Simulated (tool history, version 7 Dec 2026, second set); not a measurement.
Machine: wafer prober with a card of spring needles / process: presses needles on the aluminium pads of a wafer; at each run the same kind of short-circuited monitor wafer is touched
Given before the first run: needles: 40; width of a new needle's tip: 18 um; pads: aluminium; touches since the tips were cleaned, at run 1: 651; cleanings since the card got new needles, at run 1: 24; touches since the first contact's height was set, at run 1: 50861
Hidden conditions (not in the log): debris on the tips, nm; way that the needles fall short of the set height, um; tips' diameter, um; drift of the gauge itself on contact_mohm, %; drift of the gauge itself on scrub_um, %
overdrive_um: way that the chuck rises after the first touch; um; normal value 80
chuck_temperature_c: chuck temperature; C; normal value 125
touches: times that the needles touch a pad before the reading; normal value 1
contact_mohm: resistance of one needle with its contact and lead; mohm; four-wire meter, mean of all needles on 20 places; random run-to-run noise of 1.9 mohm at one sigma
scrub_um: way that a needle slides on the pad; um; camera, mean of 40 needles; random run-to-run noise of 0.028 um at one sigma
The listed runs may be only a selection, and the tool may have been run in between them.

run	hour	overdrive_um	chuck_temperature_c	touches	touches since the tips were cleaned	cleanings since the card got new needles	touches since the first contact's height was set	contact_mohm	scrub_um
1	0.0	80	125	1	651	24	50861	206	11.08
# hour 2.3: tips cleaned on abrasive film
# hour 5.4: tips cleaned on abrasive film
# hour 8.4: tips cleaned on abrasive film
2	10.4	80	125	1	1181	27	56910	210	10.97
# hour 12.0: tips cleaned on abrasive film
# hour 15.8: tips cleaned on abrasive film
# hour 19.6: tips cleaned on abrasive film
# hour 22.7: tips cleaned on abrasive film
# hour 25.7: tips cleaned on abrasive film
3	27.2	80	125	1	895	32	66653	205	11.00
# hour 28.8: tips cleaned on abrasive film
# hour 32.6: tips cleaned on abrasive film
# hour 36.4: tips cleaned on abrasive film
# hour 40.2: tips cleaned on abrasive film
4	42.7	80	125	1	1516	36	75681	214	10.96
# hour 43.6: tips cleaned on abrasive film
# hour 47.4: tips cleaned on abrasive film
# hour 50.4: tips cleaned on abrasive film
# hour 52.2: height of the first contact set anew
# hour 54.5: tips cleaned on abrasive film
5	54.6	80	125	1	15	40	1342	197	11.23
# hour 57.6: tips cleaned on abrasive film
# hour 61.4: tips cleaned on abrasive film
# hour 64.5: tips cleaned on abrasive film
# hour 68.3: tips cleaned on abrasive film
# hour 71.3: tips cleaned on abrasive film
# hour 74.4: tips cleaned on abrasive film
6	76.8	80	85	1	1456	46	14306	200	11.18
# hour 77.7: tips cleaned on abrasive film
# hour 80.7: tips cleaned on abrasive film
# hour 84.5: tips cleaned on abrasive film
# hour 88.3: tips cleaned on abrasive film
# hour 92.1: tips cleaned on abrasive film
# hour 95.2: tips cleaned on abrasive film
7	96.9	80	85	1	1002	52	25927	198	11.12
# hour 98.5: tips cleaned on abrasive film
# hour 102.3: tips cleaned on abrasive film
# hour 105.3: tips cleaned on abrasive film
# hour 109.1: tips cleaned on abrasive film
# hour 112.2: tips cleaned on abrasive film
# hour 116.0: tips cleaned on abrasive film
8	118.6	80	85	1	1584	58	38572	207	11.13
# hour 119.5: tips cleaned on abrasive film
# hour 122.5: tips cleaned on abrasive film
# hour 126.3: tips cleaned on abrasive film
9	128.9	60	125	2	1512	61	44508	217	8.27
# hour 129.7: tips cleaned on abrasive film
# hour 133.5: tips cleaned on abrasive film
# hour 135.8: tips cleaned on abrasive film, once more
# hour 139.6: tips cleaned on abrasive film
# hour 142.7: tips cleaned on abrasive film
# hour 146.5: tips cleaned on abrasive film
10	147.4	87	101	2	553	67	55236	195	12.00
# hour 149.7: tips cleaned on abrasive film
# hour 152.8: tips cleaned on abrasive film
# hour 155.9: tips cleaned on abrasive film
# hour 159.7: tips cleaned on abrasive film
# hour 163.5: tips cleaned on abrasive film
# hour 167.3: tips cleaned on abrasive film
11	169.8	87	101	2	1497	73	68235	198	11.99
# hour 170.6: tips cleaned on abrasive film
# hour 173.7: tips cleaned on abrasive film
# hour 177.5: tips cleaned on abrasive film
# hour 180.5: tips cleaned on abrasive film
# hour 184.3: tips cleaned on abrasive film
# hour 188.1: tips cleaned on abrasive film
12	189.2	64	101	1	645	79	79497	211	8.72
# hour 191.5: tips cleaned on abrasive film
# hour 192.6: height of the first contact set anew
# hour 194.9: tips cleaned on abrasive film
# hour 198.0: tips cleaned on abrasive film
# hour 201.8: tips cleaned on abrasive film
# hour 205.6: tips cleaned on abrasive film
13	206.8	64	101	1	755	84	8276	207	8.97
# hour 209.1: tips cleaned on abrasive film
# hour 212.2: tips cleaned on abrasive film
# hour 216.0: tips cleaned on abrasive film
# hour 219.8: tips cleaned on abrasive film
# hour 223.6: tips cleaned on abrasive film
14	225.4	74	78	1	1087	89	19096	204	10.33

Consider 5 possible next runs. They are alternatives, not a sequence: every one starts from the tool as it was left by run 14. What does each give?
# hour 227.0: tips cleaned on abrasive film
# hour 230.1: tips cleaned on abrasive film
# hour 233.9: tips cleaned on abrasive film
# hour 237.7: tips cleaned on abrasive film
# hour 240.7: tips cleaned on abrasive film
# hour 244.5: tips cleaned on abrasive film
A	245.2	62	78	1	378	95	30533	?	?
# hour 227.0: tips cleaned on abrasive film
# hour 230.1: tips cleaned on abrasive film
# hour 233.9: tips cleaned on abrasive film
# hour 237.7: tips cleaned on abrasive film
# hour 240.7: tips cleaned on abrasive film
# hour 244.5: tips cleaned on abrasive film
B	245.2	80	99	1	378	95	30533	?	?
# hour 227.0: tips cleaned on abrasive film
# hour 230.1: tips cleaned on abrasive film
# hour 233.9: tips cleaned on abrasive film
# hour 237.7: tips cleaned on abrasive film
# hour 240.7: tips cleaned on abrasive film
# hour 244.5: tips cleaned on abrasive film
C	245.2	95	52	1	378	95	30533	?	?
# hour 227.0: tips cleaned on abrasive film
# hour 230.1: tips cleaned on abrasive film
# hour 233.9: tips cleaned on abrasive film
# hour 237.7: tips cleaned on abrasive film
# hour 240.7: tips cleaned on abrasive film
# hour 244.5: tips cleaned on abrasive film
D	245.2	60	55	1	378	95	30533	?	?
# hour 227.0: tips cleaned on abrasive film
# hour 230.1: tips cleaned on abrasive film
# hour 233.9: tips cleaned on abrasive film
# hour 237.7: tips cleaned on abrasive film
# hour 240.7: tips cleaned on abrasive film
# hour 244.5: tips cleaned on abrasive film
E	245.2	97	63	3	378	95	30533	?	?

run	contact_mohm	scrub_um
A	200	8.59
B	196	11.16
C	186	13.23
D	201	8.33
E	183	13.56
Without the tool's hidden state the same runs would have given:
run	contact_mohm	scrub_um
A	188	8.69
B	188	11.26
C	180	13.33
D	187	8.43
E	180	13.66
